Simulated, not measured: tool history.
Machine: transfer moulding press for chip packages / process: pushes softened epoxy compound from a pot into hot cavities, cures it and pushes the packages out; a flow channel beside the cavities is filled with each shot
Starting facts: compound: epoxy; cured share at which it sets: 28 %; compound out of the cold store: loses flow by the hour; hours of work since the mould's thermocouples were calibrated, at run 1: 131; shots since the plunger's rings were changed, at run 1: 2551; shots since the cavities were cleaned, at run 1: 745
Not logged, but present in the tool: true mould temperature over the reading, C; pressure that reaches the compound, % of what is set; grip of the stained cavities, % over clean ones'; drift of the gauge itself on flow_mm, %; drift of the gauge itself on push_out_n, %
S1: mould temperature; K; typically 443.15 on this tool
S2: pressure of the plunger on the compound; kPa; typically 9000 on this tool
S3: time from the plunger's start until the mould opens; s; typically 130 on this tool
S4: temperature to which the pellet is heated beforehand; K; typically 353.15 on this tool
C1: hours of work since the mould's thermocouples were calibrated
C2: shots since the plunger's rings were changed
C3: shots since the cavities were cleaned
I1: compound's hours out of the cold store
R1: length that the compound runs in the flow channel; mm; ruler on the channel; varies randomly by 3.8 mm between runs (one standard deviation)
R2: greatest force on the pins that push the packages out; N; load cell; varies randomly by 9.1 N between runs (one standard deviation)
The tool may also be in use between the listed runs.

{"run": 1, "hour": 0.0, "S1": 443.15, "S2": 9000, "S3": 130, "S4": 353.15, "C1": 131, "C2": 2551, "C3": 745, "I1": 11.5, "R1": 627, "R2": 751}
{"run": 2, "hour": 8.1, "S1": 443.15, "S2": 9470, "S3": 130, "S4": 353.15, "C1": 135, "C2": 2612, "C3": 806, "I1": 39.5, "R1": 524, "R2": 718}
{"run": 3, "hour": 15.2, "S1": 443.15, "S2": 9470, "S3": 130, "S4": 353.15, "C1": 138, "C2": 2665, "C3": 859, "I1": 34.6, "R1": 535, "R2": 727}
{"run": 4, "hour": 21.3, "S1": 438.15, "S2": 9470, "S3": 130, "S4": 353.15, "C1": 141, "C2": 2711, "C3": 905, "I1": 33.9, "R1": 556, "R2": 923}
{"run": 5, "hour": 31.7, "S1": 438.15, "S2": 9470, "S3": 130, "S4": 353.15, "C1": 146, "C2": 2789, "C3": 983, "I1": 41.8, "R1": 530, "R2": 955}
{"hour": 35.8, "done": "cavities cleaned with cleaning compound and waxed"}
{"run": 6, "hour": 43.2, "S1": 441.15, "S2": 9000, "S3": 130, "S4": 353.15, "C1": 151, "C2": 2865, "C3": 56, "I1": 39.9, "R1": 515, "R2": 474}
{"run": 7, "hour": 52.6, "S1": 441.15, "S2": 9000, "S3": 130, "S4": 353.15, "C1": 156, "C2": 2935, "C3": 126, "I1": 19.2, "R1": 585, "R2": 568}
{"run": 8, "hour": 59.6, "S1": 443.15, "S2": 9000, "S3": 130, "S4": 353.15, "C1": 159, "C2": 2988, "C3": 179, "I1": 10.7, "R1": 621, "R2": 539}
{"run": 9, "hour": 70.0, "S1": 443.15, "S2": 9000, "S3": 130, "S4": 353.15, "C1": 164, "C2": 3066, "C3": 257, "I1": 11.7, "R1": 617, "R2": 585}
{"run": 10, "hour": 74.4, "S1": 443.15, "S2": 9000, "S3": 130, "S4": 353.15, "C1": 166, "C2": 3100, "C3": 291, "I1": 21.7, "R1": 564, "R2": 592}
{"run": 11, "hour": 78.7, "S1": 443.15, "S2": 9000, "S3": 130, "S4": 353.15, "C1": 169, "C2": 3132, "C3": 323, "I1": 33.7, "R1": 527, "R2": 575}
{"run": 12, "hour": 88.5, "S1": 443.15, "S2": 9000, "S3": 130, "S4": 353.15, "C1": 173, "C2": 3205, "C3": 396, "I1": 46.4, "R1": 481, "R2": 590}
{"run": 13, "hour": 97.4, "S1": 443.15, "S2": 9000, "S3": 130, "S4": 353.15, "C1": 178, "C2": 3273, "C3": 464, "I1": 19.9, "R1": 573, "R2": 656}
{"run": 14, "hour": 106.4, "S1": 443.15, "S2": 9000, "S3": 130, "S4": 353.15, "C1": 182, "C2": 3340, "C3": 531, "I1": 32.6, "R1": 529, "R2": 688}
{"run": 15, "hour": 111.1, "S1": 443.15, "S2": 9000, "S3": 130, "S4": 353.15, "C1": 184, "C2": 3376, "C3": 567, "I1": 30.9, "R1": 530, "R2": 654}
{"run": 16, "hour": 121.3, "S1": 443.15, "S2": 8470, "S3": 123, "S4": 353.15, "C1": 189, "C2": 3453, "C3": 644, "I1": 28.5, "R1": 523, "R2": 753}
{"run": 17, "hour": 130.2, "S1": 445.15, "S2": 9000, "S3": 120, "S4": 353.15, "C1": 194, "C2": 3519, "C3": 710, "I1": 43.7, "R1": 477, "R2": 694}
{"run": 18, "hour": 137.9, "S1": 445.15, "S2": 9000, "S3": 130, "S4": 357.15, "C1": 197, "C2": 3577, "C3": 768, "I1": 26.3, "R1": 543, "R2": 692}
{"hour": 140.4, "done": "mould's thermocouples calibrated"}
{"run": 19, "hour": 146.5, "S1": 445.15, "S2": 9000, "S3": 130, "S4": 357.15, "C1": 3, "C2": 3627, "C3": 818, "I1": 26.2, "R1": 541, "R2": 717}
{"run": 20, "hour": 151.2, "S1": 449.15, "S2": 9830, "S3": 142, "S4": 347.15, "C1": 5, "C2": 3663, "C3": 854, "I1": 32.3, "R1": 534, "R2": 642}
{"run": 21, "hour": 157.1, "S1": 450.15, "S2": 8650, "S3": 124, "S4": 343.15, "C1": 8, "C2": 3707, "C3": 898, "I1": 42.3, "R1": 464, "R2": 652}
{"run": 22, "hour": 162.7, "S1": 443.15, "S2": 8330, "S3": 136, "S4": 355.15, "C1": 11, "C2": 3749, "C3": 940, "I1": 18.4, "R1": 552, "R2": 750}
{"hour": 172.8, "done": "cavities cleaned with cleaning compound and waxed"}
{"run": 23, "hour": 174.1, "S1": 443.15, "S2": 9000, "S3": 130, "S4": 348.15, "C1": 16, "C2": 3824, "C3": 10, "I1": 40.7, "R1": 495, "R2": 429}
{"run": 24, "hour": 181.7, "S1": 435.15, "S2": 8260, "S3": 111, "S4": 359.15, "C1": 19, "C2": 3880, "C3": 66, "I1": 43.7, "R1": 487, "R2": 935}
{"hour": 189.6, "done": "mould's thermocouples calibrated, once more"}
{"run": 25, "hour": 193.9, "S1": 443.15, "S2": 9000, "S3": 130, "S4": 345.15, "C1": 2, "C2": 3958, "C3": 144, "I1": 39.7, "R1": 499, "R2": 492}
{"run": 26, "hour": 201.2, "S1": 444.15, "S2": 9000, "S3": 162, "S4": 361.15, "C1": 6, "C2": 4013, "C3": 199, "I1": 31.5, "R1": 513, "R2": 457}
{"run": 27, "hour": 210.2, "S1": 443.15, "S2": 7000, "S3": 125, "S4": 350.15, "C1": 10, "C2": 4080, "C3": 266, "I1": 15.2, "R1": 517, "R2": 617}
{"run": 28, "hour": 217.4, "S1": 447.15, "S2": 7970, "S3": 125, "S4": 347.15, "C1": 14, "C2": 4135, "C3": 321, "I1": 35.6, "R1": 469, "R2": 542}

Same runs, no hidden state in the tool, same run-to-run variation:
run=1 R1=661 R2=432
run=2 R1=554 R2=403
run=3 R1=566 R2=398
run=4 R1=588 R2=501
run=5 R1=562 R2=509
run=6 R1=547 R2=431
run=7 R1=623 R2=476
run=8 R1=662 R2=426
run=9 R1=658 R2=429
run=10 R1=602 R2=425
run=11 R1=563 R2=400
run=12 R1=515 R2=393
run=13 R1=614 R2=420
run=14 R1=568 R2=423
run=15 R1=569 R2=397
run=16 R1=563 R2=441
run=17 R1=514 R2=398
run=18 R1=586 R2=388
run=19 R1=584 R2=395
run=20 R1=578 R2=352
run=21 R1=502 R2=351
run=22 R1=598 R2=399
run=23 R1=538 R2=417
run=24 R1=529 R2=839
run=25 R1=544 R2=408
run=26 R1=560 R2=356
run=27 R1=565 R2=458
run=28 R1=514 R2=385

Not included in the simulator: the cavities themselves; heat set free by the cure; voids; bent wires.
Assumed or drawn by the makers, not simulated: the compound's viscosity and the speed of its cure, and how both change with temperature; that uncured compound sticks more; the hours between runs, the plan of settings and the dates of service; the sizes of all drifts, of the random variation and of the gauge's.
